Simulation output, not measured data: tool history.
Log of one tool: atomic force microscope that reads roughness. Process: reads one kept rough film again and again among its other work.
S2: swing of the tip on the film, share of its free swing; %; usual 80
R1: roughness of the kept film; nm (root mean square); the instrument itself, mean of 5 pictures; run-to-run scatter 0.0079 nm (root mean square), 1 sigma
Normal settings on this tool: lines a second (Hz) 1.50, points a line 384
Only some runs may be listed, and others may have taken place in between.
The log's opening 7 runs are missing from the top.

run 8 day=11.888 | lines_a_second_(Hz)=0.75 S2=80 points_a_line=384 | R1=1.589
run 9 day=13.546 | lines_a_second_(Hz)=0.75 S2=80 points_a_line=384 | R1=1.560
run 10 day=15.725 | lines_a_second_(Hz)=1.50 S2=57 points_a_line=384 | R1=1.555
-- day=16.400 new tip fitted
run 11 day=17.821 | lines_a_second_(Hz)=1.50 S2=57 points_a_line=384 | R1=1.847
run 12 day=19.996 | lines_a_second_(Hz)=1.50 S2=57 points_a_line=545 | R1=1.798
run 13 day=21.450 | lines_a_second_(Hz)=1.50 S2=57 points_a_line=545 | R1=1.749
run 14 day=22.454 | lines_a_second_(Hz)=3.34 S2=80 points_a_line=384 | R1=1.365
run 15 day=23.662 | lines_a_second_(Hz)=1.50 S2=80 points_a_line=384 | R1=1.544
run 16 day=24.979 | lines_a_second_(Hz)=1.50 S2=80 points_a_line=382 | R1=1.528
run 17 day=26.971 | lines_a_second_(Hz)=1.50 S2=80 points_a_line=384 | R1=1.474
run 18 day=28.433 | lines_a_second_(Hz)=1.50 S2=80 points_a_line=384 | R1=1.453
run 19 day=29.900 | lines_a_second_(Hz)=1.50 S2=80 points_a_line=384 | R1=1.420
-- day=30.371 new tip fitted
run 20 day=31.171 | lines_a_second_(Hz)=1.57 S2=78 points_a_line=816 | R1=1.753
run 21 day=33.354 | lines_a_second_(Hz)=1.50 S2=62 points_a_line=384 | R1=1.782
run 22 day=34.696 | lines_a_second_(Hz)=1.50 S2=62 points_a_line=384 | R1=1.748
run 23 day=36.429 | lines_a_second_(Hz)=1.50 S2=71 points_a_line=544 | R1=1.683
run 24 day=37.479 | lines_a_second_(Hz)=1.50 S2=81 points_a_line=376 | R1=1.561
run 25 day=39.788 | lines_a_second_(Hz)=3.62 S2=58 points_a_line=681 | R1=1.601
run 26 day=41.608 | lines_a_second_(Hz)=3.62 S2=58 points_a_line=681 | R1=1.540
run 27 day=43.288 | lines_a_second_(Hz)=3.72 S2=78 points_a_line=727 | R1=1.271
-- day=44.342 new tip fitted
run 28 day=45.150 | lines_a_second_(Hz)=1.08 S2=80 points_a_line=889 | R1=1.798
run 29 day=46.329 | lines_a_second_(Hz)=1.50 S2=86 points_a_line=384 | R1=1.622
run 30 day=47.779 | lines_a_second_(Hz)=1.05 S2=65 points_a_line=404 | R1=1.790
run 31 day=49.954 | lines_a_second_(Hz)=1.50 S2=64 points_a_line=579 | R1=1.735
run 32 day=51.179 | lines_a_second_(Hz)=1.50 S2=64 points_a_line=579 | R1=1.689

What does the tool deliver on the next run?
run 33 day=52.475 | lines_a_second_(Hz)=1.50 S2=64 points_a_line=579 | R1=?

{"run 33": {"R1": 1.669}}
Without the tool's hidden state the same run would have given R1 1.871 nm (root mean square).

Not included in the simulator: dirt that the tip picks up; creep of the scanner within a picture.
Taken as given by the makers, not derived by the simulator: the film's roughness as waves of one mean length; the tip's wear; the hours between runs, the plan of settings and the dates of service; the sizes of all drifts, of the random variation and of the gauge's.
